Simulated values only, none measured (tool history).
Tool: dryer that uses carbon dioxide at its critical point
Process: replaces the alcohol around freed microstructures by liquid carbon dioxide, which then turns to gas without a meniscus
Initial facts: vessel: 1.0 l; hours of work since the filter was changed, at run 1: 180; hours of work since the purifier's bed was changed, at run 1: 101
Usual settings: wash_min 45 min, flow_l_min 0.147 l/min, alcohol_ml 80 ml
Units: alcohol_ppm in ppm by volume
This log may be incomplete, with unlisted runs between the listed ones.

run,hour,wash_min,flow_l_min,alcohol_ml,hours of work since the filter was changed,hours of work since the purifier's bed was changed,alcohol_ppm
1,0,45,0.147,80,180,101,262
2,9.9,45,0.147,80,187,108,261
3,20.9,33,0.147,80,195,116,1178
4,26.9,40,0.147,80,199,120,492
5,32.5,40,0.147,80,203,124,489
6,41.4,68,0.147,80,209,130,47
7,50.5,68,0.147,80,216,137,53
8,61.6,68,0.147,80,224,145,56
9,70,43,0.147,80,230,151,375
10,78.3,43,0.147,80,235,157,377
11,88.5,45,0.147,80,243,164,307
12,96.5,45,0.201,80,248,170,75
13,104.9,45,0.201,80,254,176,73
14,110.9,59,0.147,80,259,180,94
15,116.7,59,0.147,80,263,184,90
16,121.7,45,0.187,80,266,188,110
17,127.4,45,0.187,80,270,192,105
18,138,53,0.187,80,278,199,77
19,144.7,53,0.187,80,283,204,76
20,155.5,45,0.147,80,290,212,347
21,163.6,45,0.194,80,296,217,102
22,173.5,45,0.194,28,303,224,72
23,178.4,45,0.194,42,307,228,89
24,190,52,0.147,80,315,236,187
25,195.5,57,0.093,80,319,240,945
26,205.1,45,0.17,28,326,247,109
27,213,46,0.245,70,331,253,72
28,223.6,57,0.105,57,339,260,438
29,233.6,37,0.147,29,346,267,367
30,245.2,47,0.093,21,354,276,605
31,256,45,0.147,70,362,283,353
32,266,45,0.147,70,369,290,357
33,273.8,45,0.147,70,375,296,363
34,282.7,72,0.113,48,381,302,137
35,289.7,72,0.113,48,386,307,139
36,296.4,72,0.113,48,391,312,134
37,302.1,72,0.113,48,395,316,145
38,307,72,0.113,48,398,320,143
39,317.1,72,0.113,48,406,327,145
40,327.1,31,0.111,29,413,334,1772
41,333.3,36,0.147,107,417,338,1446
42,341.6,45,0.147,84,423,344,437
43,349.4,47,0.147,33,429,350,205
44,358.3,30,0.147,80,435,356,2273
45,364.1,53,0.147,91,439,360,251
46,370.6,43,0.093,80,444,365,3109
47,375.4,35,0.143,80,447,368,1408
# hour 379.9: inlet filter changed
48,383.7,35,0.143,80,3,373,877

Predict each of these 3 candidate next runs independently; none follows another, all start after run 48:
A,390,35,0.161,87,7,378,?
B,390,45,0.134,29,7,378,?
C,390,37,0.204,80,7,378,?

run,alcohol_ppm
A,584
B,210
C,178
With no hidden state in the tool, these same runs would have given:
run,alcohol_ppm
A,470
B,111
C,80
